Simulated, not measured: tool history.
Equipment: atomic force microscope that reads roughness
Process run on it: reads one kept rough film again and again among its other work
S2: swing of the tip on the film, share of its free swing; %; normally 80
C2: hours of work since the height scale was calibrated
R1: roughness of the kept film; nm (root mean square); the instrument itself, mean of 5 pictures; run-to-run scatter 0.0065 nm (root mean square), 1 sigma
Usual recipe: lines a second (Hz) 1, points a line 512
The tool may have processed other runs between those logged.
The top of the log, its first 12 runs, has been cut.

-- hour=546.1 new tip fitted
run 13 hour=557.4 | lines_a_second_(Hz)=1 S2=80 points_a_line=512 | pictures_with_this_tip=19 C2=555 | R1=1.209
-- hour=587.5 new tip fitted
run 14 hour=618.1 | lines_a_second_(Hz)=0.73 S2=80 points_a_line=512 | pictures_with_this_tip=52 C2=593 | R1=1.108
-- hour=627.2 new tip fitted
run 15 hour=663.9 | lines_a_second_(Hz)=0.73 S2=80 points_a_line=512 | pictures_with_this_tip=62 C2=622 | R1=1.068
-- hour=670 new tip fitted
-- hour=711 new tip fitted
run 16 hour=713.2 | lines_a_second_(Hz)=1 S2=62 points_a_line=512 | pictures_with_this_tip=3 C2=653 | R1=1.268
-- hour=753.6 new tip fitted
run 17 hour=757.2 | lines_a_second_(Hz)=0.94 S2=80 points_a_line=512 | pictures_with_this_tip=6 C2=680 | R1=1.24
run 18 hour=782.9 | lines_a_second_(Hz)=1 S2=66 points_a_line=512 | pictures_with_this_tip=49 C2=697 | R1=1.139
-- hour=795.8 new tip fitted
run 19 hour=813.4 | lines_a_second_(Hz)=1 S2=66 points_a_line=512 | pictures_with_this_tip=29 C2=716 | R1=1.199
-- hour=835.8 new tip fitted
run 20 hour=844.3 | lines_a_second_(Hz)=1 S2=66 points_a_line=512 | pictures_with_this_tip=15 C2=735 | R1=1.217
-- hour=875.7 new tip fitted
run 21 hour=883.4 | lines_a_second_(Hz)=1 S2=88 points_a_line=512 | pictures_with_this_tip=13 C2=760 | R1=1.212
-- hour=914.5 new tip fitted
run 22 hour=932.9 | lines_a_second_(Hz)=1 S2=88 points_a_line=512 | pictures_with_this_tip=31 C2=791 | R1=1.139
-- hour=954.1 new tip fitted
run 23 hour=978.5 | lines_a_second_(Hz)=1.39 S2=84 points_a_line=789 | pictures_with_this_tip=41 C2=820 | R1=1.137
-- hour=992.5 new tip fitted
run 24 hour=1022.8 | lines_a_second_(Hz)=2.56 S2=88 points_a_line=512 | pictures_with_this_tip=51 C2=848 | R1=1.026
-- hour=1035.1 new tip fitted
run 25 hour=1057.9 | lines_a_second_(Hz)=3.03 S2=80 points_a_line=728 | pictures_with_this_tip=38 C2=870 | R1=1.084
-- hour=1075.4 new tip fitted
run 26 hour=1101 | lines_a_second_(Hz)=3.03 S2=80 points_a_line=728 | pictures_with_this_tip=43 C2=897 | R1=1.078
-- hour=1116.3 new tip fitted
-- hour=1154.8 new tip fitted
run 27 hour=1161.4 | lines_a_second_(Hz)=3.03 S2=80 points_a_line=728 | pictures_with_this_tip=11 C2=935 | R1=1.149
run 28 hour=1188.8 | lines_a_second_(Hz)=1.05 S2=80 points_a_line=575 | pictures_with_this_tip=57 C2=952 | R1=1.088
-- hour=1195.1 new tip fitted
-- hour=1236.8 new tip fitted
run 29 hour=1246.2 | lines_a_second_(Hz)=0.52 S2=61 points_a_line=321 | pictures_with_this_tip=16 C2=988 | R1=1.22
-- hour=1277.4 new tip fitted
run 30 hour=1284.9 | lines_a_second_(Hz)=0.52 S2=61 points_a_line=321 | pictures_with_this_tip=12 C2=1012 | R1=1.24
-- hour=1317.7 new tip fitted
run 31 hour=1338.9 | lines_a_second_(Hz)=0.52 S2=61 points_a_line=321 | pictures_with_this_tip=35 C2=1046 | R1=1.157
-- hour=1356.1 new tip fitted
run 32 hour=1380.9 | lines_a_second_(Hz)=0.91 S2=83 points_a_line=1015 | pictures_with_this_tip=41 C2=1073 | R1=1.143
-- hour=1397.4 new tip fitted
run 33 hour=1411.1 | lines_a_second_(Hz)=1.44 S2=80 points_a_line=447 | pictures_with_this_tip=23 C2=1092 | R1=1.153

Predict each of these 4 candidate next runs independently; none follows another, all start after run 33:
-- hour=1436.6 new tip fitted
run A hour=1467.4 | lines_a_second_(Hz)=0.72 S2=77 points_a_line=988 | pictures_with_this_tip=52 C2=1127 | R1=?
-- hour=1436.6 new tip fitted
run B hour=1467.4 | lines_a_second_(Hz)=2.19 S2=56 points_a_line=410 | pictures_with_this_tip=52 C2=1127 | R1=?
-- hour=1436.6 new tip fitted
run C hour=1467.4 | lines_a_second_(Hz)=0.64 S2=75 points_a_line=293 | pictures_with_this_tip=52 C2=1127 | R1=?
-- hour=1436.6 new tip fitted
run D hour=1467.4 | lines_a_second_(Hz)=0.85 S2=86 points_a_line=552 | pictures_with_this_tip=52 C2=1127 | R1=?

run=A R1=1.118
run=B R1=1.118
run=C R1=1.096
run=D R1=1.105
With no hidden state in the tool, these same runs would have given:
run=A R1=1.285
run=B R1=1.284
run=C R1=1.261
run=D R1=1.269

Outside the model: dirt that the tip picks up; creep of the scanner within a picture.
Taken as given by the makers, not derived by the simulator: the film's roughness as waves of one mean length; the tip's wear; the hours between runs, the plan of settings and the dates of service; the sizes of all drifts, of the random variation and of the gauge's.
